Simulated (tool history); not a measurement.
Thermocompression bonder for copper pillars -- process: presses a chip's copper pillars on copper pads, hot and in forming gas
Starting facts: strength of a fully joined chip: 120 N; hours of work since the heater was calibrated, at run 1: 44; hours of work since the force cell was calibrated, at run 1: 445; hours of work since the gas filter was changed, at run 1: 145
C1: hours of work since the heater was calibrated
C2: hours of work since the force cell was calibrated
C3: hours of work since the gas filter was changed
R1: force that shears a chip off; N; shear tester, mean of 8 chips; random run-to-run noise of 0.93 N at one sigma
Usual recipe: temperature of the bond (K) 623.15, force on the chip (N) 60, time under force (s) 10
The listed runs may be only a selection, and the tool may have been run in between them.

run 1 hour=0 | temperature_of_the_bond_(K)=623.15 force_on_the_chip_(N)=60 time_under_force_(s)=10 | C1=44 C2=445 C3=145 | R1=78.9
run 2 hour=20.1 | temperature_of_the_bond_(K)=623.15 force_on_the_chip_(N)=60 time_under_force_(s)=10 | C1=56 C2=457 C3=156 | R1=77.7
run 3 hour=42.4 | temperature_of_the_bond_(K)=612.15 force_on_the_chip_(N)=60 time_under_force_(s)=10 | C1=69 C2=470 C3=169 | R1=72
run 4 hour=71.6 | temperature_of_the_bond_(K)=612.15 force_on_the_chip_(N)=60 time_under_force_(s)=10 | C1=86 C2=487 C3=187 | R1=72.1
run 5 hour=98 | temperature_of_the_bond_(K)=612.15 force_on_the_chip_(N)=60 time_under_force_(s)=10 | C1=102 C2=503 C3=202 | R1=70.9
run 6 hour=116.4 | temperature_of_the_bond_(K)=612.15 force_on_the_chip_(N)=60 time_under_force_(s)=10 | C1=112 C2=513 C3=213 | R1=73.6
run 7 hour=138.6 | temperature_of_the_bond_(K)=612.15 force_on_the_chip_(N)=60 time_under_force_(s)=10 | C1=125 C2=526 C3=226 | R1=72.4
run 8 hour=163.4 | temperature_of_the_bond_(K)=623.15 force_on_the_chip_(N)=57 time_under_force_(s)=10 | C1=140 C2=541 C3=240 | R1=75.3
run 9 hour=195 | temperature_of_the_bond_(K)=623.15 force_on_the_chip_(N)=57 time_under_force_(s)=10 | C1=158 C2=559 C3=259 | R1=75.4
run 10 hour=212.4 | temperature_of_the_bond_(K)=623.15 force_on_the_chip_(N)=43 time_under_force_(s)=10 | C1=169 C2=570 C3=269 | R1=57.8
run 11 hour=252.8 | temperature_of_the_bond_(K)=623.15 force_on_the_chip_(N)=43 time_under_force_(s)=10 | C1=192 C2=593 C3=293 | R1=58.9
-- hour=268.7 forming gas filter changed
run 12 hour=272.4 | temperature_of_the_bond_(K)=623.15 force_on_the_chip_(N)=43 time_under_force_(s)=10 | C1=203 C2=604 C3=2 | R1=57.5
run 13 hour=310.8 | temperature_of_the_bond_(K)=620.15 force_on_the_chip_(N)=43 time_under_force_(s)=10 | C1=226 C2=627 C3=25 | R1=56.5
run 14 hour=332.7 | temperature_of_the_bond_(K)=620.15 force_on_the_chip_(N)=43 time_under_force_(s)=10 | C1=239 C2=640 C3=37 | R1=56
run 15 hour=359.7 | temperature_of_the_bond_(K)=620.15 force_on_the_chip_(N)=43 time_under_force_(s)=13 | C1=255 C2=656 C3=53 | R1=62.7
run 16 hour=377.8 | temperature_of_the_bond_(K)=620.15 force_on_the_chip_(N)=43 time_under_force_(s)=13 | C1=265 C2=666 C3=64 | R1=60.7
run 17 hour=418.4 | temperature_of_the_bond_(K)=623.15 force_on_the_chip_(N)=60 time_under_force_(s)=10 | C1=289 C2=690 C3=88 | R1=80.1
run 18 hour=440.9 | temperature_of_the_bond_(K)=623.15 force_on_the_chip_(N)=69 time_under_force_(s)=10 | C1=302 C2=703 C3=101 | R1=88.3
run 19 hour=467.6 | temperature_of_the_bond_(K)=623.15 force_on_the_chip_(N)=69 time_under_force_(s)=10 | C1=318 C2=719 C3=116 | R1=86.4
run 20 hour=497.5 | temperature_of_the_bond_(K)=598.15 force_on_the_chip_(N)=56 time_under_force_(s)=20 | C1=335 C2=736 C3=134 | R1=73.6
run 21 hour=528.3 | temperature_of_the_bond_(K)=619.15 force_on_the_chip_(N)=85 time_under_force_(s)=22 | C1=353 C2=754 C3=152 | R1=108.5
run 22 hour=548.6 | temperature_of_the_bond_(K)=619.15 force_on_the_chip_(N)=52 time_under_force_(s)=6 | C1=365 C2=766 C3=164 | R1=56
run 23 hour=567.5 | temperature_of_the_bond_(K)=622.15 force_on_the_chip_(N)=48 time_under_force_(s)=12 | C1=376 C2=777 C3=175 | R1=68.1
run 24 hour=607.5 | temperature_of_the_bond_(K)=603.15 force_on_the_chip_(N)=72 time_under_force_(s)=28 | C1=400 C2=801 C3=198 | R1=98.3
run 25 hour=634.3 | temperature_of_the_bond_(K)=596.15 force_on_the_chip_(N)=63 time_under_force_(s)=28 | C1=415 C2=816 C3=214 | R1=89.9
run 26 hour=668.9 | temperature_of_the_bond_(K)=623.15 force_on_the_chip_(N)=60 time_under_force_(s)=5 | C1=435 C2=836 C3=234 | R1=63.8
run 27 hour=699.9 | temperature_of_the_bond_(K)=620.15 force_on_the_chip_(N)=60 time_under_force_(s)=10 | C1=454 C2=855 C3=252 | R1=76.7
run 28 hour=736.4 | temperature_of_the_bond_(K)=604.15 force_on_the_chip_(N)=48 time_under_force_(s)=15 | C1=475 C2=876 C3=274 | R1=62.3
run 29 hour=756.5 | temperature_of_the_bond_(K)=621.15 force_on_the_chip_(N)=60 time_under_force_(s)=28 | C1=487 C2=888 C3=285 | R1=98.7
-- hour=762 force cell calibrated
-- hour=785.3 forming gas filter changed
run 30 hour=787.6 | temperature_of_the_bond_(K)=619.15 force_on_the_chip_(N)=43 time_under_force_(s)=5 | C1=504 C2=15 C3=1 | R1=44.2
run 31 hour=827.6 | temperature_of_the_bond_(K)=619.15 force_on_the_chip_(N)=43 time_under_force_(s)=5 | C1=527 C2=38 C3=25 | R1=42.5
run 32 hour=850.7 | temperature_of_the_bond_(K)=606.15 force_on_the_chip_(N)=60 time_under_force_(s)=10 | C1=541 C2=52 C3=38 | R1=68.7
run 33 hour=881.8 | temperature_of_the_bond_(K)=606.15 force_on_the_chip_(N)=60 time_under_force_(s)=10 | C1=559 C2=70 C3=56 | R1=68.7
run 34 hour=911.9 | temperature_of_the_bond_(K)=608.15 force_on_the_chip_(N)=59 time_under_force_(s)=6 | C1=577 C2=87 C3=74 | R1=57.3
run 35 hour=938.1 | temperature_of_the_bond_(K)=608.15 force_on_the_chip_(N)=59 time_under_force_(s)=6 | C1=592 C2=103 C3=89 | R1=57.7
run 36 hour=977.2 | temperature_of_the_bond_(K)=608.15 force_on_the_chip_(N)=59 time_under_force_(s)=6 | C1=615 C2=126 C3=112 | R1=57.3
run 37 hour=1016.8 | temperature_of_the_bond_(K)=628.15 force_on_the_chip_(N)=87 time_under_force_(s)=6 | C1=638 C2=149 C3=135 | R1=93.5

Predict each of these 4 candidate next runs independently; none follows another, all start after run 37:
run A hour=1037 | temperature_of_the_bond_(K)=606.15 force_on_the_chip_(N)=87 time_under_force_(s)=7 | C1=650 C2=161 C3=147 | R1=?
run B hour=1037 | temperature_of_the_bond_(K)=623.15 force_on_the_chip_(N)=56 time_under_force_(s)=28 | C1=650 C2=161 C3=147 | R1=?
run C hour=1037 | temperature_of_the_bond_(K)=627.15 force_on_the_chip_(N)=59 time_under_force_(s)=10 | C1=650 C2=161 C3=147 | R1=?
run D hour=1037 | temperature_of_the_bond_(K)=602.15 force_on_the_chip_(N)=73 time_under_force_(s)=6 | C1=650 C2=161 C3=147 | R1=?

run=A R1=81.9
run=B R1=96.5
run=C R1=79
run=D R1=66.4
The same runs, with their run-to-run variation unchanged, on a tool lacking any hidden condition would have given:
run=A R1=82.2
run=B R1=96.7
run=C R1=79.2
run=D R1=66.6
